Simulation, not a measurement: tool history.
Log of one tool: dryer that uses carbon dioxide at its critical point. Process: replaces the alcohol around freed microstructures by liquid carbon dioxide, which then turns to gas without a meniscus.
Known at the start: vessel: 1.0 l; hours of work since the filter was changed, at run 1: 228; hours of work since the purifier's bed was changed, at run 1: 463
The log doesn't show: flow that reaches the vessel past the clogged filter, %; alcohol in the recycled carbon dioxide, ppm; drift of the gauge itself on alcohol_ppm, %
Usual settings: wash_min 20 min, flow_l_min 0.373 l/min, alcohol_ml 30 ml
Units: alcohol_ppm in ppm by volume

| run | hour | wash_min | flow_l_min | alcohol_ml | hours of work since the filter was changed | hours of work since the purifier's bed was changed | alcohol_ppm |
|---|---|---|---|---|---|---|---|
| 1 | 0 | 20 | 0.373 | 30 | 228 | 463 | 231 |
| 2 | 16.9 | 20 | 0.277 | 30 | 241 | 477 | 609 |
| 3 | 31.9 | 20 | 0.373 | 30 | 253 | 488 | 246 |
| 4 | 48.9 | 20 | 0.373 | 30 | 266 | 502 | 254 |
| 5 | 84.4 | 20 | 0.373 | 30 | 294 | 529 | 274 |
| 6 | 109.6 | 13 | 0.373 | 30 | 314 | 549 | 962 |
|  | 126.6 | inlet filter changed |
| 7 | 129.2 | 26 | 0.373 | 30 | 2 | 564 | 175 |
| 8 | 159 | 26 | 0.373 | 30 | 25 | 587 | 177 |
| 9 | 194 | 20 | 0.373 | 30 | 53 | 614 | 256 |
| 10 | 226.7 | 20 | 0.262 | 30 | 78 | 640 | 651 |
| 11 | 259.3 | 20 | 0.262 | 30 | 104 | 665 | 681 |
| 12 | 276.7 | 20 | 0.262 | 30 | 117 | 679 | 709 |
| 13 | 304.9 | 23 | 0.373 | 30 | 139 | 701 | 232 |
| 14 | 321.9 | 21 | 0.373 | 30 | 153 | 714 | 275 |
| 15 | 338.8 | 21 | 0.373 | 30 | 166 | 728 | 272 |
| 16 | 365.6 | 21 | 0.414 | 30 | 187 | 749 | 252 |
| 17 | 400.5 | 21 | 0.414 | 30 | 214 | 776 | 272 |
|  | 413.2 | purifier's bed changed |
| 18 | 427.7 | 21 | 0.414 | 30 | 233 | 11 | 50 |
| 19 | 446 | 21 | 0.414 | 30 | 248 | 26 | 43 |
| 20 | 462.7 | 21 | 0.414 | 30 | 261 | 39 | 45 |
| 21 | 483.6 | 20 | 0.373 | 30 | 277 | 55 | 131 |
| 22 | 502.9 | 20 | 0.373 | 30 | 292 | 70 | 130 |
| 23 | 519.1 | 20 | 0.546 | 20 | 305 | 83 | 32 |
| 24 | 537.7 | 20 | 0.523 | 20 | 319 | 97 | 37 |
|  | 547.8 | inlet filter changed |
| 25 | 558.5 | 20 | 0.595 | 103 | 8 | 113 | 43 |
| 26 | 590.3 | 21 | 0.436 | 28 | 33 | 138 | 51 |
| 27 | 618.9 | 20 | 0.264 | 37 | 56 | 160 | 591 |
| 28 | 648.9 | 29 | 0.26 | 46 | 79 | 184 | 171 |
| 29 | 668.4 | 29 | 0.26 | 46 | 94 | 199 | 175 |
| 30 | 691.3 | 29 | 0.26 | 46 | 112 | 217 | 186 |
| 31 | 709.2 | 23 | 0.373 | 30 | 126 | 231 | 96 |
| 32 | 730.2 | 23 | 0.482 | 30 | 143 | 247 | 77 |
| 33 | 762.9 | 23 | 0.615 | 30 | 168 | 273 | 78 |
| 34 | 791.4 | 30 | 0.373 | 53 | 191 | 295 | 91 |
| 35 | 824.6 | 20 | 0.408 | 66 | 217 | 321 | 197 |
| 36 | 840.6 | 17 | 0.597 | 79 | 229 | 334 | 125 |
| 37 | 857.3 | 23 | 0.373 | 30 | 242 | 347 | 152 |
| 38 | 884 | 24 | 0.241 | 30 | 263 | 368 | 523 |
| 39 | 913.9 | 24 | 0.241 | 30 | 286 | 391 | 527 |
| 40 | 943.2 | 24 | 0.241 | 30 | 309 | 414 | 571 |
|  | 966.2 | inlet filter changed |
| 41 | 975.7 | 25 | 0.373 | 52 | 7 | 439 | 153 |
| 42 | 1002.5 | 18 | 0.603 | 22 | 28 | 460 | 136 |
| 43 | 1021.7 | 15 | 0.512 | 51 | 43 | 475 | 206 |
| 44 | 1057.6 | 15 | 0.512 | 51 | 72 | 503 | 233 |

Forecast each of these 4 alternatives for the next run:
| A | 1082.5 | 23 | 0.373 | 30 | 91 | 522 | ? |
| B | 1082.5 | 16 | 0.512 | 31 | 91 | 522 | ? |
| C | 1082.5 | 16 | 0.512 | 50 | 91 | 522 | ? |
| D | 1082.5 | 18 | 0.31 | 26 | 91 | 522 | ? |

| run | alcohol_ppm |
|---|---|
| A | 177 |
| B | 168 |
| C | 206 |
| D | 441 |
Without the tool's hidden state the same runs would have given:
| run | alcohol_ppm |
|---|---|
| A | 29 |
| B | 21 |
| C | 54 |
| D | 252 |
